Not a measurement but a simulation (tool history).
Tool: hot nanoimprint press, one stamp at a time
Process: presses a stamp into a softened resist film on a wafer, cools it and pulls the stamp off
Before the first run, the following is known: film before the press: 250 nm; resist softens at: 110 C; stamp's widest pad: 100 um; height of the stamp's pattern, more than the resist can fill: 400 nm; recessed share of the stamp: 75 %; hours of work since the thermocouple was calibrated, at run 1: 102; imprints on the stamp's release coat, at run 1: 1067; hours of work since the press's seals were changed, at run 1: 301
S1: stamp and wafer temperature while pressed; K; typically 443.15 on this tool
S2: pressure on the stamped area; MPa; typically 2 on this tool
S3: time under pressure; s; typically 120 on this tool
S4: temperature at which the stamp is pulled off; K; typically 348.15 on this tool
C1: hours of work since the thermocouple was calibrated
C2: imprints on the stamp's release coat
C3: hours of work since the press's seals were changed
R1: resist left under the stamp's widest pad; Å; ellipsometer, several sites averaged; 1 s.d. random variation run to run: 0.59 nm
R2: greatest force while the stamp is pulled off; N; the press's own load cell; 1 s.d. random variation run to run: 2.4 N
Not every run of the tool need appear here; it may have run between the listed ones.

{"run": 1, "day": 0.0, "S1": 443.15, "S2": 2, "S3": 120, "S4": 348.15, "C1": 102, "C2": 1067, "C3": 301, "R1": 1221, "R2": 144}
{"run": 2, "day": 0.562, "S1": 443.15, "S2": 1.23, "S3": 120, "S4": 348.15, "C1": 113, "C2": 1102, "C3": 311, "R1": 1510, "R2": 144}
{"run": 3, "day": 0.971, "S1": 443.15, "S2": 1.23, "S3": 120, "S4": 348.15, "C1": 121, "C2": 1127, "C3": 319, "R1": 1496, "R2": 150}
{"run": 4, "day": 1.508, "S1": 443.15, "S2": 1.23, "S3": 120, "S4": 348.15, "C1": 131, "C2": 1161, "C3": 330, "R1": 1490, "R2": 144}
{"run": 5, "day": 1.875, "S1": 443.15, "S2": 1.23, "S3": 120, "S4": 348.15, "C1": 138, "C2": 1183, "C3": 337, "R1": 1495, "R2": 148}
{"run": 6, "day": 2.354, "S1": 443.15, "S2": 2, "S3": 120, "S4": 335.15, "C1": 147, "C2": 1213, "C3": 346, "R1": 1209, "R2": 183}
{"run": 7, "day": 2.692, "S1": 443.15, "S2": 2, "S3": 120, "S4": 335.15, "C1": 154, "C2": 1234, "C3": 352, "R1": 1215, "R2": 179}
{"run": 8, "day": 2.938, "S1": 443.15, "S2": 2, "S3": 120, "S4": 335.15, "C1": 159, "C2": 1249, "C3": 357, "R1": 1202, "R2": 173}
{"run": 9, "day": 3.388, "S1": 443.15, "S2": 2, "S3": 120, "S4": 348.15, "C1": 167, "C2": 1277, "C3": 366, "R1": 1206, "R2": 157}
{"run": 10, "day": 3.896, "S1": 443.15, "S2": 2.38, "S3": 120, "S4": 348.15, "C1": 177, "C2": 1308, "C3": 375, "R1": 1123, "R2": 158}
{"run": 11, "day": 4.275, "S1": 443.15, "S2": 2.38, "S3": 120, "S4": 348.15, "C1": 184, "C2": 1332, "C3": 383, "R1": 1123, "R2": 161}
{"day": 4.633, "done": "stamp cleaned and given a new release coat"}
{"run": 12, "day": 4.792, "S1": 443.15, "S2": 2, "S3": 120, "S4": 338.15, "C1": 189, "C2": 10, "C3": 388, "R1": 1216, "R2": 124}
{"run": 13, "day": 5.246, "S1": 443.15, "S2": 2, "S3": 120, "S4": 338.15, "C1": 198, "C2": 38, "C3": 396, "R1": 1202, "R2": 119}
{"run": 14, "day": 5.6, "S1": 443.15, "S2": 2, "S3": 120, "S4": 338.15, "C1": 205, "C2": 60, "C3": 403, "R1": 1207, "R2": 121}
{"run": 15, "day": 5.858, "S1": 443.15, "S2": 2, "S3": 120, "S4": 348.15, "C1": 210, "C2": 76, "C3": 408, "R1": 1204, "R2": 111}
{"run": 16, "day": 6.175, "S1": 443.15, "S2": 2, "S3": 120, "S4": 348.15, "C1": 216, "C2": 96, "C3": 414, "R1": 1194, "R2": 109}
{"run": 17, "day": 6.75, "S1": 443.15, "S2": 1.55, "S3": 120, "S4": 348.15, "C1": 227, "C2": 131, "C3": 425, "R1": 1350, "R2": 107}
{"run": 18, "day": 7.225, "S1": 443.15, "S2": 1.55, "S3": 120, "S4": 348.15, "C1": 236, "C2": 161, "C3": 434, "R1": 1359, "R2": 108}
{"run": 19, "day": 7.646, "S1": 443.15, "S2": 1.55, "S3": 120, "S4": 348.15, "C1": 244, "C2": 187, "C3": 442, "R1": 1354, "R2": 109}
{"run": 20, "day": 8.162, "S1": 432.15, "S2": 1.58, "S3": 120, "S4": 335.15, "C1": 254, "C2": 219, "C3": 452, "R1": 2081, "R2": 139}
{"run": 21, "day": 8.654, "S1": 455.15, "S2": 3.05, "S3": 120, "S4": 348.15, "C1": 263, "C2": 249, "C3": 462, "R1": 509, "R2": 113}
{"run": 22, "day": 9.004, "S1": 455.15, "S2": 3.05, "S3": 120, "S4": 348.15, "C1": 270, "C2": 271, "C3": 468, "R1": 507, "R2": 118}
{"run": 23, "day": 9.567, "S1": 440.15, "S2": 3.05, "S3": 128, "S4": 338.15, "C1": 281, "C2": 306, "C3": 479, "R1": 1135, "R2": 133}
{"run": 24, "day": 10.1, "S1": 440.15, "S2": 3.05, "S3": 128, "S4": 338.15, "C1": 291, "C2": 339, "C3": 489, "R1": 1137, "R2": 140}
{"run": 25, "day": 10.488, "S1": 443.15, "S2": 2.35, "S3": 120, "S4": 344.15, "C1": 298, "C2": 363, "C3": 497, "R1": 1106, "R2": 125}
{"run": 26, "day": 10.808, "S1": 443.15, "S2": 2.35, "S3": 120, "S4": 344.15, "C1": 305, "C2": 383, "C3": 503, "R1": 1108, "R2": 126}
{"run": 27, "day": 11.333, "S1": 443.15, "S2": 2.91, "S3": 120, "S4": 348.15, "C1": 315, "C2": 415, "C3": 513, "R1": 997, "R2": 119}
{"run": 28, "day": 11.896, "S1": 443.15, "S2": 3.14, "S3": 120, "S4": 348.15, "C1": 325, "C2": 450, "C3": 524, "R1": 957, "R2": 119}
{"run": 29, "day": 12.271, "S1": 443.15, "S2": 2, "S3": 151, "S4": 348.15, "C1": 333, "C2": 473, "C3": 531, "R1": 1107, "R2": 117}

What if the next run were any one of these 5? Each begins from the tool's condition after run 29:
{"run": "A", "day": 12.579, "S1": 443.15, "S2": 2, "S3": 206, "S4": 348.15, "C1": 338, "C2": 492, "C3": 537, "R1": "?", "R2": "?"}
{"run": "B", "day": 12.579, "S1": 434.15, "S2": 2, "S3": 151, "S4": 334.15, "C1": 338, "C2": 492, "C3": 537, "R1": "?", "R2": "?"}
{"run": "C", "day": 12.579, "S1": 443.15, "S2": 2, "S3": 151, "S4": 337.15, "C1": 338, "C2": 492, "C3": 537, "R1": "?", "R2": "?"}
{"run": "D", "day": 12.579, "S1": 443.15, "S2": 2, "S3": 85, "S4": 348.15, "C1": 338, "C2": 492, "C3": 537, "R1": "?", "R2": "?"}
{"run": "E", "day": 12.579, "S1": 442.15, "S2": 1.52, "S3": 151, "S4": 333.15, "C1": 338, "C2": 492, "C3": 537, "R1": "?", "R2": "?"}

run=A R1=978 R2=126
run=B R1=1733 R2=151
run=C R1=1097 R2=142
run=D R1=1344 R2=123
run=E R1=1303 R2=149
With the hidden condition removed and each run's random variation left untouched, the same runs would have given:
run=A R1=988 R2=109
run=B R1=1750 R2=131
run=C R1=1108 R2=123
run=D R1=1356 R2=107
run=E R1=1321 R2=129

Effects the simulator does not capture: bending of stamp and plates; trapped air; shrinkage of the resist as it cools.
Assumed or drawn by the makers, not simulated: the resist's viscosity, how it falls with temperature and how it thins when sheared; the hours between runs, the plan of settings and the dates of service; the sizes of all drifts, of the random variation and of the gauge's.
